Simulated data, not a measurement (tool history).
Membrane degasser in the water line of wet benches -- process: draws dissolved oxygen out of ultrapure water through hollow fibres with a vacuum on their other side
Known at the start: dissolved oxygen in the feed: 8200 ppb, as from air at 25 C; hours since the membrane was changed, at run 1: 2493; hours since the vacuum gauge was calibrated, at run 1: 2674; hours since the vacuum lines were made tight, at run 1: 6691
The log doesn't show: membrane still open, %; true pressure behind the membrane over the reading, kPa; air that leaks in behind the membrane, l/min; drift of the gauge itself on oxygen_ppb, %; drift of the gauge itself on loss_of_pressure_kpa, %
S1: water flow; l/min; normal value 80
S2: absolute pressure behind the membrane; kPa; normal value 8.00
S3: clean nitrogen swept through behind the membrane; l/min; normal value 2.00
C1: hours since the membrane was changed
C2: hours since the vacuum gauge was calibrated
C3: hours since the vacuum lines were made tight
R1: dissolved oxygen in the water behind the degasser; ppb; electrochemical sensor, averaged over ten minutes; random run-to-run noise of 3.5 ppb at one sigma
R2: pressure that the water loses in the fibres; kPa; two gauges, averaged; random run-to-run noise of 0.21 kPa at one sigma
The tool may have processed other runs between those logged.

Run 1, hour 0.0: usual settings; C1 2493; C2 2674; C3 6691. Result: R1 480.3 ppb, R2 47.73 kPa.
At hour 50.2: seals of the vacuum lines changed.
Run 2, hour 98.9: usual settings; C1 2590; C2 2771; C3 49. Result: R1 475.5 ppb, R2 48.02 kPa.
Run 3, hour 190.6: usual settings but S1 55 l/min; C1 2682; C2 2863; C3 140. Result: R1 319.3 ppb, R2 32.80 kPa.
Run 4, hour 312.0: usual settings but S1 54 l/min; C1 2803; C2 2984; C3 262. Result: R1 312.7 ppb, R2 32.22 kPa.
Run 5, hour 372.9: usual settings but S1 55 l/min; C1 2864; C2 3045; C3 323. Result: R1 318.9 ppb, R2 32.56 kPa.
Run 6, hour 469.9: usual settings but S1 55 l/min; C1 2961; C2 3142; C3 420. Result: R1 322.3 ppb, R2 32.63 kPa.
Run 7, hour 529.8: usual settings but S1 55 l/min; C1 3021; C2 3202; C3 480. Result: R1 318.5 ppb, R2 32.89 kPa.
Run 8, hour 657.9: usual settings but S1 89 l/min; C1 3149; C2 3330; C3 608. Result: R1 529.1 ppb, R2 52.89 kPa.
Run 9, hour 764.3: usual settings but S1 89 l/min; C1 3255; C2 3437; C3 714. Result: R1 530.2 ppb, R2 52.99 kPa.
Run 10, hour 872.4: usual settings but S1 48 l/min, S3 1.58 l/min; C1 3363; C2 3545; C3 822. Result: R1 332.7 ppb, R2 28.50 kPa.
Run 11, hour 939.2: usual settings but S1 48 l/min, S3 1.58 l/min; C1 3430; C2 3612; C3 889. Result: R1 330.2 ppb, R2 28.46 kPa.
Run 12, hour 999.4: usual settings but S1 48 l/min, S3 1.58 l/min; C1 3490; C2 3672; C3 949. Result: R1 332.9 ppb, R2 28.54 kPa.
Run 13, hour 1118.2: usual settings but S1 88 l/min, S2 9.89 kPa, S3 2.16 l/min; C1 3609; C2 3791; C3 1068. Result: R1 635.6 ppb, R2 51.88 kPa.
Run 14, hour 1231.6: usual settings but S1 88 l/min, S2 9.89 kPa, S3 2.16 l/min; C1 3723; C2 3904; C3 1181. Result: R1 635.2 ppb, R2 52.07 kPa.
Run 15, hour 1304.2: usual settings but S1 50 l/min, S2 9.89 kPa, S3 5.43 l/min; C1 3795; C2 3977; C3 1254. Result: R1 184.3 ppb, R2 29.44 kPa.
Run 16, hour 1424.7: usual settings but S1 50 l/min, S2 9.89 kPa, S3 5.43 l/min; C1 3916; C2 4097; C3 1374. Result: R1 184.2 ppb, R2 29.49 kPa.
Run 17, hour 1491.7: usual settings but S1 101 l/min, S2 12.57 kPa, S3 2.25 l/min; C1 3983; C2 4164; C3 1441. Result: R1 905.7 ppb, R2 60.06 kPa.

Some steps in R2, run to run, broken into two amounts with sign: the step expected even without the hidden condition (settings, incoming material, random variation), and the rest, left for the hidden condition together with whatever gauge scatter is not in both the measured and the hidden-condition-free result:
Run 16 -> 17: S1 50 -> 101, S2 9.89 -> 12.57, S3 5.43 -> 2.25. R2 +30.57 kPa: hidden state -0.43, all else +31.00.
